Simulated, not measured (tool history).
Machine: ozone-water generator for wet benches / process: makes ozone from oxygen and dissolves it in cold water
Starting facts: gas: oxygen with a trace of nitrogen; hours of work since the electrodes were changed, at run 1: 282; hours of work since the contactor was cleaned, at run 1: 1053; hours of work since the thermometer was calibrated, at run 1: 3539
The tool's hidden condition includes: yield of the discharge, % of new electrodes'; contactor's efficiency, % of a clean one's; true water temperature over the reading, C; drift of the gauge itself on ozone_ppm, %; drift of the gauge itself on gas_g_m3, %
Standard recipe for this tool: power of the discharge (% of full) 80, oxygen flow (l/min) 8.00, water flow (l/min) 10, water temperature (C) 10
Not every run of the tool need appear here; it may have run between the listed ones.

run,hour,power of the discharge (% of full),oxygen flow (l/min),water flow (l/min),water temperature (C),hours of work since the electrodes were changed,hours of work since the contactor was cleaned,hours of work since the thermometer was calibrated,dissolved ozone (ppm),ozone in the gas ahead of the water (g/m3)
1,0.0,80,8.00,10,10,282,1053,3539,43.8,225.0
2,17.3,80,8.00,10,10,296,1068,3553,43.7,227.3
3,42.5,80,8.00,10,10,317,1089,3575,44.1,229.2
4,56.5,80,8.00,10,10,329,1101,3586,43.3,228.3
# hour 70.7: water thermometer calibrated
5,88.3,80,8.00,10,10,355,1127,15,44.1,226.9
6,103.7,80,8.00,10,10,368,1140,28,43.6,226.7
7,131.1,80,8.00,10,10,391,1163,51,43.3,226.6
8,152.4,80,8.00,10,10,409,1180,68,43.7,227.5
9,176.0,80,8.00,6,10,429,1200,88,60.4,226.1
10,206.6,80,8.00,10,10,454,1226,114,43.5,226.7
11,230.2,80,8.00,10,10,474,1246,133,44.0,227.0
12,252.4,80,8.00,10,10,492,1264,152,44.1,224.3
13,267.4,80,8.00,10,10,505,1277,165,44.0,225.4
14,291.7,80,11.04,10,10,525,1297,185,39.2,186.1
15,310.4,80,8.00,10,10,541,1313,200,43.9,225.6
16,335.6,80,8.00,10,10,562,1334,222,43.5,226.1
17,353.4,80,8.00,6,10,577,1349,236,60.1,224.3
18,368.5,80,8.00,6,10,590,1361,249,60.2,226.5
19,392.5,42,8.00,6,10,610,1381,269,41.0,153.3
20,410.9,42,8.00,6,10,625,1397,285,40.1,152.7
21,428.1,52,10.36,10,10,639,1411,299,30.9,149.5
22,444.3,65,8.00,10,10,653,1425,313,38.3,199.0
23,458.5,67,9.04,14,8,665,1437,325,30.0,188.1
24,473.1,67,9.04,14,8,677,1449,337,29.8,187.7
25,491.9,65,8.00,13,12,693,1464,352,29.6,199.7
26,521.5,41,8.00,10,16,718,1489,377,25.2,151.4
27,544.4,97,8.00,8,16,737,1508,396,49.7,253.2
28,568.0,80,8.00,10,6,757,1528,416,46.7,227.2
29,586.6,80,8.00,14,6,772,1544,432,35.2,224.8
30,618.1,80,8.00,14,6,799,1570,458,35.4,226.2
31,637.3,80,8.00,14,6,815,1586,474,35.3,224.6
32,660.2,80,8.00,13,12,834,1605,493,33.8,225.6
33,692.3,80,8.00,8,12,861,1632,520,48.3,225.5

Consider 3 possible next runs. They are alternatives, not a sequence: every one starts from the tool as it was left by run 33. What does each give?
A,713.5,80,7.00,9,12,878,1650,538,?,?
B,713.5,82,4.86,8,10,878,1650,538,?,?
C,713.5,80,8.00,8,10,878,1650,538,?,?

run,dissolved ozone (ppm),ozone in the gas ahead of the water (g/m3)
A,45.8,241.5
B,58.5,311.1
C,50.3,225.1
Had the tool no hidden state, the same runs would have come out as:
run,dissolved ozone (ppm),ozone in the gas ahead of the water (g/m3)
A,47.2,246.2
B,60.3,317.3
C,51.8,229.5
